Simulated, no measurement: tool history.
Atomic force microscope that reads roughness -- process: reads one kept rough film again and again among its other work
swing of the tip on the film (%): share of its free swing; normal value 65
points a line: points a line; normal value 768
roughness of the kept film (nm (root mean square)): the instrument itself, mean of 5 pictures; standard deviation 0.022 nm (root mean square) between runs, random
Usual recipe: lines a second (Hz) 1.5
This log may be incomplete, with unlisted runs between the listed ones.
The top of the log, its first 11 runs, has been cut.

run,hour,lines a second (Hz),swing of the tip on the film (%),points a line,roughness of the kept film (nm (root mean square))
12,183.9,1.5,65,768,5.081
13,199.9,1.5,65,768,5.011
14,215.8,1.5,65,768,5
15,227.8,1.5,58,768,5.089
# hour 233.4: new tip fitted
16,239.7,1.5,65,768,5.309
17,254.5,1.5,65,768,5.252
18,272.1,1.5,71,768,5.177
19,293.6,1.5,63,276,5.225
20,317,1.5,63,276,5.107
21,333.9,3.66,81,465,4.243
22,347.4,3.66,81,465,4.214
23,367.5,0.75,85,567,4.939
24,387.9,3.79,85,567,3.956
25,400.3,3.79,85,567,3.928
# hour 414.3: new tip fitted
26,424.4,1.73,58,307,5.331
27,447.8,1.45,57,281,5.284
28,457.8,2.76,57,405,5.144
29,480.6,0.86,88,900,4.96
30,504.3,3.38,88,900,3.971
31,529.2,3.38,88,900,3.937
32,549.1,3.38,88,900,3.913
33,568.9,3.38,88,900,3.913
34,587.2,1.73,73,622,4.775
# hour 596.3: new tip fitted
35,602.7,1.01,80,424,5.183

5 options for the next run, each taken on its own from the tool as it stands now. Forecast them:
A,614.4,1.5,60,768,?
B,614.4,0.66,60,716,?
C,614.4,2.07,88,569,?
D,614.4,0.65,88,617,?
E,614.4,1.01,73,808,?

run,roughness of the kept film (nm (root mean square))
A,5.323
B,5.374
C,4.577
D,5.15
E,5.28
The same runs, with their run-to-run variation unchanged, on a tool lacking any hidden condition would have given:
run,roughness of the kept film (nm (root mean square))
A,5.425
B,5.478
C,4.665
D,5.249
E,5.381
